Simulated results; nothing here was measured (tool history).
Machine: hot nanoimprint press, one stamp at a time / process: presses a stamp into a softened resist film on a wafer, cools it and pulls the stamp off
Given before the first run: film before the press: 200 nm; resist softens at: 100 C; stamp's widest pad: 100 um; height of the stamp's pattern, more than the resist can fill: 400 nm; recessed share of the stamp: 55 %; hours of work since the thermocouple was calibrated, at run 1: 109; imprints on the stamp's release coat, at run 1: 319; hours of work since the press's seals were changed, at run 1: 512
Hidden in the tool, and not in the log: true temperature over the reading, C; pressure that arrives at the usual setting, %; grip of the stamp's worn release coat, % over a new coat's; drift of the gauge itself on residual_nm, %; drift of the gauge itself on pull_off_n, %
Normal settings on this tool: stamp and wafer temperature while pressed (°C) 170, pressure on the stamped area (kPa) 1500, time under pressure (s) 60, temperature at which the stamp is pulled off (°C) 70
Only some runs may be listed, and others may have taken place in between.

run	hour	stamp and wafer temperature while pressed (°C)	pressure on the stamped area (kPa)	time under pressure (s)	temperature at which the stamp is pulled off (°C)	hours of work since the thermocouple was calibrated	imprints on the stamp's release coat	hours of work since the press's seals were changed	resist left under the stamp's widest pad (angstrom)	greatest force while the stamp is pulled off (N)
1	0	170	1500	60	70	109	319	512	796	138
2	92.2	171	1500	60	70	167	588	570	774	138
# hour 155.7: stamp cleaned and given a new release coat
3	193.2	171	1500	60	70	227	109	630	786	127
4	249.2	171	1500	60	70	262	273	665	801	133
5	353.3	161	1500	60	70	327	576	731	1067	133
6	395.6	161	1500	60	70	354	700	757	1062	144
# hour 422.4: stamp cleaned and given a new release coat
7	494.2	170	1500	60	70	412	210	815	836	126
8	587.8	170	1500	60	70	471	482	874	846	141
# hour 654.3: press's hydraulic seals changed and the load cell set to zero
# hour 678.5: plate thermocouple calibrated
# hour 701.9: stamp cleaned and given a new release coat
9	701.9	163	1960	88	70	11	0	24	720	124
10	775.6	170	1060	99	76	57	215	71	815	115
11	843.1	170	1500	78	73	100	412	113	724	130
12	925.6	172	1500	62	70	151	653	165	744	140
# hour 964.9: stamp cleaned and given a new release coat
13	1007.2	172	1500	62	70	199	123	212	749	126
14	1097	172	1500	62	70	255	385	269	770	138
15	1198.7	170	2320	33	55	319	682	332	781	173
# hour 1229.1: stamp cleaned and given a new release coat
16	1292.1	170	2320	33	55	374	183	387	787	161

Branching from run 16: 4 alternative next runs. What would each branch give?
A	1341.1	170	2320	33	59	405	326	418	?	?
B	1341.1	169	2320	33	64	405	326	418	?	?
C	1341.1	165	1360	60	56	405	326	418	?	?
D	1341.1	169	2320	31	75	405	326	418	?	?

run	resist left under the stamp's widest pad (angstrom)	greatest force while the stamp is pulled off (N)
A	799	154
B	816	144
C	980	164
D	832	125
Had the tool no hidden state, the same runs would have come out as:
run	resist left under the stamp's widest pad (angstrom)	greatest force while the stamp is pulled off (N)
A	762	143
B	778	133
C	942	152
D	794	115
